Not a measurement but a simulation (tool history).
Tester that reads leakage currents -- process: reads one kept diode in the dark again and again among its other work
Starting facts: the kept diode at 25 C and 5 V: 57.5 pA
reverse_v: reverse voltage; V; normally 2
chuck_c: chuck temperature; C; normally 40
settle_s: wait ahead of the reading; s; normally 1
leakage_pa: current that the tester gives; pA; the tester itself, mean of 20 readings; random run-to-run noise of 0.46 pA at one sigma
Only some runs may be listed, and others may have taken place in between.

Run 1, hour 0: usual settings. Result: leakage_pa 141.24 pA.
Run 2, hour 222.6: usual settings. Result: leakage_pa 142.1 pA.
Run 3, hour 422: usual settings but chuck_c 60 C. Result: leakage_pa 633.74 pA.
Run 4, hour 579.6: usual settings but reverse_v 1.55 V. Result: leakage_pa 127.9 pA.
Run 5, hour 698: usual settings but reverse_v 1.55 V. Result: leakage_pa 126.98 pA.
Run 6, hour 878.7: usual settings but chuck_c 51 C. Result: leakage_pa 351.38 pA.
Run 7, hour 1074.1: usual settings but chuck_c 32 C. Result: leakage_pa 79.05 pA.
Run 8, hour 1321.2: usual settings but chuck_c 32 C. Result: leakage_pa 78.2 pA.
Run 9, hour 1537.5: usual settings but chuck_c 32 C. Result: leakage_pa 77.31 pA.
Run 10, hour 1651.1: usual settings. Result: leakage_pa 146.03 pA.
Run 11, hour 1803.1: usual settings but settle_s 6.99 s. Result: leakage_pa 145 pA.
Run 12, hour 1960.9: usual settings. Result: leakage_pa 144.98 pA.
Run 13, hour 2210.6: usual settings. Result: leakage_pa 138.77 pA.
Run 14, hour 2404.3: usual settings. Result: leakage_pa 137.71 pA.
Run 15, hour 2590.4: usual settings. Result: leakage_pa 137.39 pA.
Run 16, hour 2697.2: usual settings but chuck_c 31 C. Result: leakage_pa 64.97 pA.
Run 17, hour 2908.4: usual settings but chuck_c 31 C. Result: leakage_pa 64.35 pA.
Run 18, hour 3067.5: usual settings but chuck_c 31 C. Result: leakage_pa 63.69 pA.
Run 19, hour 3278.8: usual settings but chuck_c 31 C. Result: leakage_pa 72.14 pA.
Run 20, hour 3514.1: usual settings but chuck_c 39 C. Result: leakage_pa 137.54 pA.
Run 21, hour 3714.2: usual settings but chuck_c 39 C. Result: leakage_pa 137.17 pA.
Run 22, hour 3817.3: usual settings but chuck_c 30 C, settle_s 1.14 s. Result: leakage_pa 64.61 pA.
Run 23, hour 4020.9: usual settings but reverse_v 2.33 V, chuck_c 30 C, settle_s 1.14 s. Result: leakage_pa 67.71 pA.
Run 24, hour 4232.7: usual settings but reverse_v 7.36 V, chuck_c 24 C, settle_s 1.86 s. Result: leakage_pa 62.05 pA.
Run 25, hour 4468.8: usual settings but reverse_v 18.82 V, chuck_c 26 C. Result: leakage_pa 107.36 pA.
Run 26, hour 4648.5: usual settings but reverse_v 3.43 V. Result: leakage_pa 171.18 pA.
Run 27, hour 4842.7: usual settings but reverse_v 3.43 V. Result: leakage_pa 169.89 pA.
Run 28, hour 5083.9: usual settings but reverse_v 18.34 V, settle_s 3.28 s. Result: leakage_pa 303.53 pA.
Run 29, hour 5303.3: usual settings but reverse_v 5.62 V, chuck_c 21 C, settle_s 1.88 s. Result: leakage_pa 43.48 pA.
Run 30, hour 5496.4: usual settings but reverse_v 18.8 V, chuck_c 50 C. Result: leakage_pa 691.86 pA.
Run 31, hour 5662.5: usual settings but reverse_v 18.8 V, chuck_c 50 C. Result: leakage_pa 694.68 pA.
Run 32, hour 5770.9: usual settings but reverse_v 18.8 V, chuck_c 50 C. Result: leakage_pa 690.33 pA.
Run 33, hour 5878: usual settings but reverse_v 18.8 V, chuck_c 50 C. Result: leakage_pa 687.43 pA.
Run 34, hour 6074.7: usual settings but reverse_v 3.73 V, chuck_c 34 C. Result: leakage_pa 113.12 pA.
Run 35, hour 6256.1: usual settings but reverse_v 18.65 V, chuck_c 28 C, settle_s 2.07 s. Result: leakage_pa 135.74 pA.
Run 36, hour 6388.5: usual settings but reverse_v 18.65 V, chuck_c 28 C, settle_s 2.07 s. Result: leakage_pa 136.12 pA.
Run 37, hour 6638.3: usual settings but reverse_v 2.06 V, chuck_c 43 C, settle_s 0.37 s. Result: leakage_pa 185.92 pA.
Run 38, hour 6758.1: usual settings but reverse_v 2.06 V, chuck_c 43 C, settle_s 0.37 s. Result: leakage_pa 184.11 pA.
Run 39, hour 6977: usual settings but reverse_v 1.62 V, chuck_c 38 C, settle_s 1.81 s. Result: leakage_pa 113.39 pA.

Taken out of this log: 7 entries between the listed runs. Where each belongs, and how the hidden state differs across it:
In the gap between runs 1 and 2: tester calibrated (hour 222.6)
  stray current of the dirty probe card, pA a volt: 1.111 -> 1.184; current scale over the true one, %: -0.83 -> -0.01; true chuck temperature over the reading, C: -0.93 -> -1.05
  measured result minus the result with no hidden state, leakage_pa: -9.92 -> -10.03 pA
In the gap between runs 5 and 6: chuck's temperature calibrated (hour 773.1)
  stray current of the dirty probe card, pA a volt: 1.338 -> 1.393; current scale over the true one, %: -0.16 -> -0.22; true chuck temperature over the reading, C: -1.31 -> -0.23
  measured result minus the result with no hidden state, leakage_pa: -12.16 -> -4.1 pA
In the gap between runs 12 and 13: probe card cleaned and baked (hour 2007.1)
  stray current of the dirty probe card, pA a volt: 1.735 -> 0.091; current scale over the true one, %: -0.57 -> -0.65; true chuck temperature over the reading, C: -0.82 -> -0.95
  measured result minus the result with no hidden state, leakage_pa: -7.1 -> -11.88 pA
In the gap between runs 18 and 19: chuck's temperature calibrated (hour 3085.7); tester calibrated (hour 3180.4)
  stray current of the dirty probe card, pA a volt: 0.356 -> 0.419; current scale over the true one, %: -0.93 -> 0.01; true chuck temperature over the reading, C: -1.43 -> -0.14
  measured result minus the result with no hidden state, leakage_pa: -8.17 -> -0.05 pA
In the gap between runs 29 and 30: chuck's temperature calibrated (hour 5394.6)
  stray current of the dirty probe card, pA a volt: 1.046 -> 1.102; current scale over the true one, %: -0.64 -> -0.7; true chuck temperature over the reading, C: -1.21 -> -0.2
  measured result minus the result with no hidden state, leakage_pa: +1.12 -> +5.24 pA
In the gap between runs 34 and 35: tester calibrated (hour 6138.9)
  stray current of the dirty probe card, pA a volt: 1.28 -> 1.345; current scale over the true one, %: -0.89 -> 0.01; true chuck temperature over the reading, C: -0.5 -> -0.6
  measured result minus the result with no hidden state, leakage_pa: -0.98 -> +18.82 pA
